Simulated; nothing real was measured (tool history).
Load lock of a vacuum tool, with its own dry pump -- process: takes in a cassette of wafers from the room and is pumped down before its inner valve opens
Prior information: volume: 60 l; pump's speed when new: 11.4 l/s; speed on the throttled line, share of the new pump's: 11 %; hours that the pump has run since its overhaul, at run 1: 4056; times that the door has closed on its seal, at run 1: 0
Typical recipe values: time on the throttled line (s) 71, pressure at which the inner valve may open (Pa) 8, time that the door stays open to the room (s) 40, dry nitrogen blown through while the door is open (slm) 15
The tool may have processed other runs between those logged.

run,hour,time on the throttled line (s),pressure at which the inner valve may open (Pa),time that the door stays open to the room (s),dry nitrogen blown through while the door is open (slm),hours that the pump has run since its overhaul,times that the door has closed on its seal,"incoming humidity of the room's air, %",time from the closed door until the inner valve may open (s),rise of the pressure with all valves shut (Pa/min)
1,0.0,71,8,40,15,4056,0,43.7,114.8,0.025
2,200.6,71,8,40,15,4256,888,46.8,115.4,0.036
3,461.2,71,7,40,15,4517,2041,45.2,117.3,0.053
4,690.6,71,8,40,15,4746,3057,39.3,115.6,0.062
5,911.5,71,7,40,15,4967,4035,44.3,116.7,0.077
6,1076.5,71,10,40,15,5132,4766,45.2,114.0,0.091
7,1350.2,71,10,40,15,5406,5978,48.2,115.2,0.123
8,1488.2,71,12,40,15,5544,6589,44.0,113.5,0.130
9,1749.1,71,12,40,15,5805,7744,42.5,113.0,0.153
10,1979.1,71,8,40,16,6035,8762,45.1,116.2,0.179
11,2173.3,71,8,40,16,6229,9622,43.8,115.8,0.204
12,2339.2,71,8,27,15,6395,10356,43.6,116.8,0.219
13,2486.8,71,8,27,15,6542,11010,46.9,116.1,0.242
14,2762.0,71,8,27,15,6818,12228,44.6,116.8,0.274
15,2944.7,71,8,27,15,7000,13037,43.2,116.2,0.298
16,3194.3,71,12,27,15,7250,14142,48.0,114.0,0.347
17,3455.2,71,12,27,15,7511,15297,41.4,114.5,0.374
18,3724.6,71,8,40,15,7780,16490,45.1,116.2,0.424
19,3990.0,71,8,191,15,8046,17665,44.4,116.3,0.477
20,4264.3,71,8,191,15,8320,18880,43.3,116.9,0.535
21,4380.8,71,14,191,9,8436,19395,47.1,114.4,0.558
22,4614.3,71,13,75,9,8670,20429,43.4,113.9,0.581
23,4790.8,71,13,168,35,8846,21211,47.3,114.3,0.622
24,5047.4,71,13,168,35,9103,22347,43.5,114.5,0.665
# hour 5324.8: door's seal changed, seat wiped
25,5324.8,71,13,168,35,9379,0,42.1,114.5,0.034
26,5457.1,71,13,168,25,9511,586,48.0,115.6,0.045
27,5614.5,71,11,40,15,9669,1283,47.0,115.0,0.045
28,5787.1,71,11,40,15,9841,2047,43.8,115.6,0.049
29,6037.9,56,10,40,19,10092,3158,43.4,102.8,0.061
30,6202.8,71,9,40,15,10257,3888,43.9,118.6,0.083
31,6424.3,111,8,107,13,10478,4868,47.0,153.0,0.106
32,6641.8,71,16,28,15,10696,5831,43.8,113.3,0.110
33,6919.6,71,16,28,15,10974,7061,44.9,114.7,0.132
34,7186.3,71,10,28,10,11240,8242,46.3,115.3,0.158
35,7363.3,71,10,28,10,11417,9026,44.4,118.1,0.183
36,7568.9,65,10,41,10,11623,9936,45.4,112.4,0.199

Hidden state or all else? Some run-to-run changes of time from the closed door until the inner valve may open (s), split into what the settings, what came in and random variation would give without the hidden state, and what is left for the hidden state (with any gauge scatter that isn't in both results):
Hidden conditions of the tool in this case: pump's speed, % of a new pump's; leak at the door's seal, Pa l/s; drift of the gauge itself on ready_s, %; drift of the gauge itself on rise_pa_min, %.
Run 17 -> 18: pressure at which the inner valve may open (Pa) 12 -> 8, time that the door stays open to the room (s) 27 -> 40. time from the closed door until the inner valve may open (s) +1.7: hidden state +0.3, all else +1.4.
Run 28 -> 29: time on the throttled line (s) 71 -> 56, pressure at which the inner valve may open (Pa) 11 -> 10, dry nitrogen blown through while the door is open (slm) 15 -> 19. time from the closed door until the inner valve may open (s) -12.8: hidden state +0.3, all else -13.1.
Run 29 -> 30: time on the throttled line (s) 56 -> 71, pressure at which the inner valve may open (Pa) 10 -> 9, dry nitrogen blown through while the door is open (slm) 19 -> 15. time from the closed door until the inner valve may open (s) +15.8: hidden state +0.2, all else +15.6.
Run 30 -> 31: time on the throttled line (s) 71 -> 111, pressure at which the inner valve may open (Pa) 9 -> 8, time that the door stays open to the room (s) 40 -> 107, dry nitrogen blown through while the door is open (slm) 15 -> 13. time from the closed door until the inner valve may open (s) +34.4: hidden state -0.5, all else +34.9.
Run 31 -> 32: time on the throttled line (s) 111 -> 71, pressure at which the inner valve may open (Pa) 8 -> 16, time that the door stays open to the room (s) 107 -> 28, dry nitrogen blown through while the door is open (slm) 13 -> 15. time from the closed door until the inner valve may open (s) -39.7: hidden state +0.1, all else -39.8.
